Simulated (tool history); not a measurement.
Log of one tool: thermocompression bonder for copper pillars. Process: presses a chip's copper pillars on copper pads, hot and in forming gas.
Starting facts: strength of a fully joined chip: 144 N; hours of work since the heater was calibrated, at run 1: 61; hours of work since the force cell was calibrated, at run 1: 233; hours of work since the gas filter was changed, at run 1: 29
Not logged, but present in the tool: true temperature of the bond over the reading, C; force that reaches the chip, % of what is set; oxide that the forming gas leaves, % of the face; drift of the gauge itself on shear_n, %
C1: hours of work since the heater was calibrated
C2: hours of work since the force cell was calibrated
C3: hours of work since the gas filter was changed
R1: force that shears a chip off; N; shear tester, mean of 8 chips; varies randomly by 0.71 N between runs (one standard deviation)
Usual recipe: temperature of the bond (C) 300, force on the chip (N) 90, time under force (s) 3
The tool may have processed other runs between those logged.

Run 1, hour 0.0: usual settings; C1 61; C2 233; C3 29. Result: R1 51.5 N.
Run 2, hour 24.8: usual settings; C1 77; C2 249; C3 45. Result: R1 50.5 N.
Run 3, hour 50.1: usual settings; C1 94; C2 266; C3 62. Result: R1 49.8 N.
Run 4, hour 78.2: usual settings; C1 112; C2 284; C3 81. Result: R1 49.9 N.
Run 5, hour 93.1: usual settings but force on the chip (N) 63; C1 122; C2 294; C3 91. Result: R1 37.0 N.
Run 6, hour 110.9: usual settings but force on the chip (N) 73; C1 134; C2 306; C3 102. Result: R1 41.6 N.
Run 7, hour 137.5: usual settings but force on the chip (N) 73; C1 152; C2 324; C3 120. Result: R1 41.2 N.
Run 8, hour 163.9: usual settings but time under force (s) 4; C1 169; C2 341; C3 137. Result: R1 53.6 N.
Run 9, hour 189.5: usual settings but time under force (s) 4; C1 186; C2 358; C3 154. Result: R1 53.6 N.
Run 10, hour 211.5: usual settings but time under force (s) 4; C1 200; C2 372; C3 169. Result: R1 51.9 N.
At hour 215.3: force cell calibrated.
Run 11, hour 228.3: usual settings but time under force (s) 4; C1 211; C2 9; C3 179. Result: R1 52.3 N.
Run 12, hour 256.8: usual settings but time under force (s) 4; C1 229; C2 27; C3 198. Result: R1 52.6 N.
Run 13, hour 278.8: usual settings but temperature of the bond (C) 313, time under force (s) 4; C1 244; C2 42; C3 212. Result: R1 60.9 N.
Run 14, hour 300.0: usual settings but temperature of the bond (C) 327, force on the chip (N) 85, time under force (s) 8; C1 258; C2 56; C3 227. Result: R1 86.6 N.
Run 15, hour 318.0: usual settings but temperature of the bond (C) 327, force on the chip (N) 85, time under force (s) 8; C1 270; C2 68; C3 238. Result: R1 83.1 N.
Run 16, hour 333.3: usual settings but temperature of the bond (C) 327, force on the chip (N) 85, time under force (s) 8; C1 280; C2 78; C3 249. Result: R1 83.1 N.
Run 17, hour 367.5: usual settings but temperature of the bond (C) 325; C1 303; C2 101; C3 271. Result: R1 62.2 N.
Run 18, hour 396.5: usual settings but temperature of the bond (C) 302, force on the chip (N) 77; C1 322; C2 120; C3 290. Result: R1 39.7 N.
At hour 412.5: force cell calibrated, once more.
Run 19, hour 414.2: usual settings but temperature of the bond (C) 279; C1 333; C2 1; C3 301. Result: R1 33.0 N.
Run 20, hour 440.6: usual settings but temperature of the bond (C) 305, time under force (s) 2; C1 350; C2 19; C3 319. Result: R1 41.0 N.
Run 21, hour 457.3: usual settings but temperature of the bond (C) 305, force on the chip (N) 57, time under force (s) 7; C1 361; C2 30; C3 330. Result: R1 46.9 N.
Run 22, hour 473.5: usual settings but temperature of the bond (C) 312, force on the chip (N) 115; C1 372; C2 40; C3 340. Result: R1 63.4 N.
Run 23, hour 500.9: usual settings but force on the chip (N) 131, time under force (s) 8; C1 390; C2 58; C3 358. Result: R1 83.1 N.
Run 24, hour 521.2: usual settings but temperature of the bond (C) 275, force on the chip (N) 105; C1 403; C2 72; C3 372. Result: R1 34.3 N.
Run 25, hour 543.2: usual settings but temperature of the bond (C) 275, force on the chip (N) 105; C1 418; C2 86; C3 386. Result: R1 33.9 N.
Run 26, hour 573.4: usual settings but force on the chip (N) 110; C1 438; C2 106; C3 406. Result: R1 51.2 N.

Some steps in R1, run to run, broken into two amounts with sign: the step expected even without the hidden condition (settings, incoming material, random variation), and the rest, left for the hidden condition together with whatever gauge scatter is not in both the measured and the hidden-condition-free result:
Run 13 -> 14: temperature of the bond (C) 313 -> 327, force on the chip (N) 90 -> 85, time under force (s) 4 -> 8. R1 +25.7 N: hidden state -2.2, all else +27.9.
Run 23 -> 24: temperature of the bond (C) 300 -> 275, force on the chip (N) 131 -> 105, time under force (s) 8 -> 3. R1 -48.8 N: hidden state +6.2, all else -55.0.
Run 25 -> 26: temperature of the bond (C) 275 -> 300, force on the chip (N) 105 -> 110. R1 +17.3 N: hidden state -3.4, all else +20.7.
